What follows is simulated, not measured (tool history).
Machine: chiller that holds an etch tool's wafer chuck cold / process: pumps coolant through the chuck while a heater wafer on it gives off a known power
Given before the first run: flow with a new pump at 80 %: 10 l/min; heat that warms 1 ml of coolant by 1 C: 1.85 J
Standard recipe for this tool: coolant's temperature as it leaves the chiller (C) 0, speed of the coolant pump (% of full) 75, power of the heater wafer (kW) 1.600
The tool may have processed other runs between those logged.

run	day	coolant's temperature as it leaves the chiller (C)	speed of the coolant pump (% of full)	power of the heater wafer (kW)	chuck's temperature once it has settled (C)	how much warmer the coolant comes back (C)
1	0.000	0	75	1.600	12.5	5.60
2	6.646	0	75	1.600	12.5	5.69
3	12.238	0	75	1.600	12.8	5.64
4	17.979	0	75	1.600	12.8	5.66
5	24.150	0	75	1.600	12.7	5.69
6	28.225	0	75	1.600	12.8	5.62
7	31.958	0	75	1.600	12.8	5.73
8	39.292	0	75	1.600	12.9	5.79
9	45.575	0	75	1.600	12.8	5.72
10	49.767	0	75	1.600	13.0	5.68
11	55.425	0	75	1.600	12.9	5.67
12	62.250	0	75	1.600	13.1	5.74
13	68.950	0	75	1.600	13.0	5.76
14	73.550	0	75	1.600	13.3	5.66
15	78.683	5	75	1.600	18.3	5.76
16	82.521	5	75	1.600	18.4	5.71
17	85.879	9	62	1.495	23.7	6.46
18	93.367	9	83	1.229	18.5	3.97
19	99.833	0	75	1.600	13.7	5.73
20	107.092	0	60	1.600	16.4	7.21
21	112.738	0	60	1.600	16.6	7.08
22	117.900	0	60	1.600	16.7	7.18
23	122.221	0	60	1.600	16.8	7.22
24	127.438	-5	79	1.706	9.2	5.91
25	132.912	-5	79	1.706	9.4	5.88
26	136.554	-5	97	1.301	4.3	3.65
27	143.238	2	67	2.375	24.7	9.61
28	146.262	2	67	2.375	24.6	9.64
29	152.433	3	63	2.087	24.3	9.03
30	158.592	2	63	2.087	23.3	9.00
# day 159.238: chiller's thermometer calibrated
31	165.767	2	63	2.087	22.9	8.99
32	170.017	2	63	2.087	23.1	9.03

Consider 3 possible next runs. They are alternatives, not a sequence: every one starts from the tool as it was left by run 32. What does each give?
A	174.150	-1	63	0.933	?	?
B	174.150	6	90	2.087	?	?
C	174.150	-8	67	2.285	?	?

run	chuck's temperature once it has settled (C)	how much warmer the coolant comes back (C)
A	8.5	4.04
B	21.3	6.40
C	13.8	9.36
Take away the tool's hidden state, keep each run's random variation, and the runs would have read:
run	chuck's temperature once it has settled (C)	how much warmer the coolant comes back (C)
A	7.2	3.83
B	19.3	6.07
C	11.1	8.87

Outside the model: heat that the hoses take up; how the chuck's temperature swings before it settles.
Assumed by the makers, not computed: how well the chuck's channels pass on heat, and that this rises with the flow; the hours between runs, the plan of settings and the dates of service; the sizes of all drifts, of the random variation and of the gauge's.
